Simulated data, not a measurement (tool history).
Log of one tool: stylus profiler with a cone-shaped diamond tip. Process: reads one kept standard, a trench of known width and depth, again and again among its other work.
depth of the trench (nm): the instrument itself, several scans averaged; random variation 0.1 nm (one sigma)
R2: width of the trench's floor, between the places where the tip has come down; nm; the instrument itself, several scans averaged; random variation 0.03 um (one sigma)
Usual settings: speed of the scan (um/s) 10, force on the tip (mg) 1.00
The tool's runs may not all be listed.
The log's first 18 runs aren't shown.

run 19 hour=1554.7 | speed_of_the_scan_(um/s)=10 force_on_the_tip_(mg)=0.89 | depth_of_the_trench_(nm)=201.57 R2=27060
run 20 hour=1645.9 | speed_of_the_scan_(um/s)=10 force_on_the_tip_(mg)=0.89 | depth_of_the_trench_(nm)=201.44 R2=27070
run 21 hour=1765.8 | speed_of_the_scan_(um/s)=10 force_on_the_tip_(mg)=1.00 | depth_of_the_trench_(nm)=201.48 R2=27090
run 22 hour=1855.4 | speed_of_the_scan_(um/s)=10 force_on_the_tip_(mg)=1.00 | depth_of_the_trench_(nm)=201.62 R2=27160
run 23 hour=1976.7 | speed_of_the_scan_(um/s)=10 force_on_the_tip_(mg)=1.00 | depth_of_the_trench_(nm)=201.43 R2=27080
run 24 hour=2091.7 | speed_of_the_scan_(um/s)=7 force_on_the_tip_(mg)=1.26 | depth_of_the_trench_(nm)=201.77 R2=27130
run 25 hour=2176.7 | speed_of_the_scan_(um/s)=7 force_on_the_tip_(mg)=1.26 | depth_of_the_trench_(nm)=201.82 R2=27130
run 26 hour=2246.5 | speed_of_the_scan_(um/s)=7 force_on_the_tip_(mg)=1.26 | depth_of_the_trench_(nm)=201.70 R2=27150
run 27 hour=2362.1 | speed_of_the_scan_(um/s)=8 force_on_the_tip_(mg)=2.05 | depth_of_the_trench_(nm)=202.31 R2=27140
run 28 hour=2421.8 | speed_of_the_scan_(um/s)=3 force_on_the_tip_(mg)=0.66 | depth_of_the_trench_(nm)=201.23 R2=27120
run 29 hour=2508.0 | speed_of_the_scan_(um/s)=3 force_on_the_tip_(mg)=0.66 | depth_of_the_trench_(nm)=201.19 R2=27210
run 30 hour=2599.8 | speed_of_the_scan_(um/s)=28 force_on_the_tip_(mg)=0.66 | depth_of_the_trench_(nm)=201.15 R2=26940
run 31 hour=2699.3 | speed_of_the_scan_(um/s)=7 force_on_the_tip_(mg)=0.36 | depth_of_the_trench_(nm)=200.88 R2=27100
run 32 hour=2817.8 | speed_of_the_scan_(um/s)=7 force_on_the_tip_(mg)=1.50 | depth_of_the_trench_(nm)=201.99 R2=27150
run 33 hour=2905.8 | speed_of_the_scan_(um/s)=30 force_on_the_tip_(mg)=1.46 | depth_of_the_trench_(nm)=201.99 R2=27050
-- hour=3011.3 height scale calibrated on a step standard
run 34 hour=3021.3 | speed_of_the_scan_(um/s)=7 force_on_the_tip_(mg)=0.46 | depth_of_the_trench_(nm)=200.90 R2=27140
run 35 hour=3121.3 | speed_of_the_scan_(um/s)=11 force_on_the_tip_(mg)=1.92 | depth_of_the_trench_(nm)=202.22 R2=27110

The next listed run, before its measurement:
run 36 hour=3178.8 | speed_of_the_scan_(um/s)=5 force_on_the_tip_(mg)=1.18 | depth_of_the_trench_(nm)=? R2=?

Run 36 gave depth of the trench (nm) 201.66, R2 27090 nm.
Without the tool's hidden state the same run would have given depth of the trench (nm) 201.66, R2 27120 nm.
